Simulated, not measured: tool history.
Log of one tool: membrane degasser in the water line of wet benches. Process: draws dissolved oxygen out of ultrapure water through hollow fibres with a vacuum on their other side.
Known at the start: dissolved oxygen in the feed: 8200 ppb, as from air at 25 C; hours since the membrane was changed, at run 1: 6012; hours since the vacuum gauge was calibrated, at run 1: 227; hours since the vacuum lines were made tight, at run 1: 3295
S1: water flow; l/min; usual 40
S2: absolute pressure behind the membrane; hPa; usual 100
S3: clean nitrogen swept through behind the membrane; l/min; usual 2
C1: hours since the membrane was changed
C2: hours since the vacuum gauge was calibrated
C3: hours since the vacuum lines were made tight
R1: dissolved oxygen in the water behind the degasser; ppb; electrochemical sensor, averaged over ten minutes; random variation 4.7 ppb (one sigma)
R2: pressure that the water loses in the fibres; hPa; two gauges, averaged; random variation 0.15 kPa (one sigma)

run 1 hour=0 | S1=40 S2=100 S3=2 | C1=6012 C2=227 C3=3295 | R1=498.6 R2=293.6
run 2 hour=90.4 | S1=40 S2=100 S3=2 | C1=6103 C2=317 C3=3385 | R1=503.4 R2=294.6
run 3 hour=190.8 | S1=40 S2=100 S3=2 | C1=6203 C2=418 C3=3486 | R1=510.8 R2=293.5
run 4 hour=308.8 | S1=40 S2=100 S3=2 | C1=6321 C2=536 C3=3604 | R1=512.8 R2=290.3
run 5 hour=402.8 | S1=40 S2=100 S3=2 | C1=6415 C2=630 C3=3698 | R1=511.7 R2=295.2
run 6 hour=573 | S1=40 S2=100 S3=2 | C1=6585 C2=800 C3=3868 | R1=517.1 R2=292
run 7 hour=716.8 | S1=40 S2=100 S3=2 | C1=6729 C2=944 C3=4012 | R1=517.4 R2=295.9
run 8 hour=900.6 | S1=40 S2=100 S3=2 | C1=6913 C2=1128 C3=4195 | R1=516 R2=296.2
run 9 hour=1054.2 | S1=40 S2=100 S3=2 | C1=7066 C2=1281 C3=4349 | R1=508.2 R2=293.1
run 10 hour=1226.3 | S1=40 S2=100 S3=2 | C1=7238 C2=1453 C3=4521 | R1=517.3 R2=295.2
run 11 hour=1411.6 | S1=40 S2=100 S3=2 | C1=7424 C2=1639 C3=4706 | R1=514.7 R2=297
run 12 hour=1530.4 | S1=40 S2=100 S3=2 | C1=7543 C2=1757 C3=4825 | R1=526.4 R2=295.9
run 13 hour=1622.6 | S1=40 S2=100 S3=2 | C1=7635 C2=1850 C3=4917 | R1=532.9 R2=298.3
run 14 hour=1806.1 | S1=28 S2=70 S3=2 | C1=7818 C2=2033 C3=5101 | R1=228.6 R2=210.2
run 15 hour=1995 | S1=26 S2=91 S3=0.91 | C1=8007 C2=2222 C3=5290 | R1=426.9 R2=192.1
run 16 hour=2109.7 | S1=50 S2=141 S3=2 | C1=8122 C2=2337 C3=5404 | R1=904 R2=369.8
run 17 hour=2241.7 | S1=50 S2=141 S3=2 | C1=8254 C2=2469 C3=5536 | R1=899.7 R2=371.3
run 18 hour=2378 | S1=35 S2=199 S3=2.15 | C1=8390 C2=2605 C3=5673 | R1=752.6 R2=258.9
run 19 hour=2521.5 | S1=35 S2=199 S3=2.15 | C1=8534 C2=2748 C3=5816 | R1=739 R2=260.9
run 20 hour=2686.9 | S1=59 S2=218 S3=2.72 | C1=8699 C2=2914 C3=5982 | R1=1243.2 R2=438.8
-- hour=2839.9 seals of the vacuum lines changed
run 21 hour=2839.9 | S1=59 S2=218 S3=2.72 | C1=8850 C2=3065 C3=0 | R1=1258.2 R2=439.5

Run 22 comes next. What will it give?
run 22 hour=2924.1 | S1=47 S2=92 S3=2 | C1=8934 C2=3149 C3=84 | R1=? R2=?

R1: 625 ppb
R2: 349.4 hPa
Without the tool's hidden state the same run would have given R1 551.9 ppb, R2 328.3 hPa.
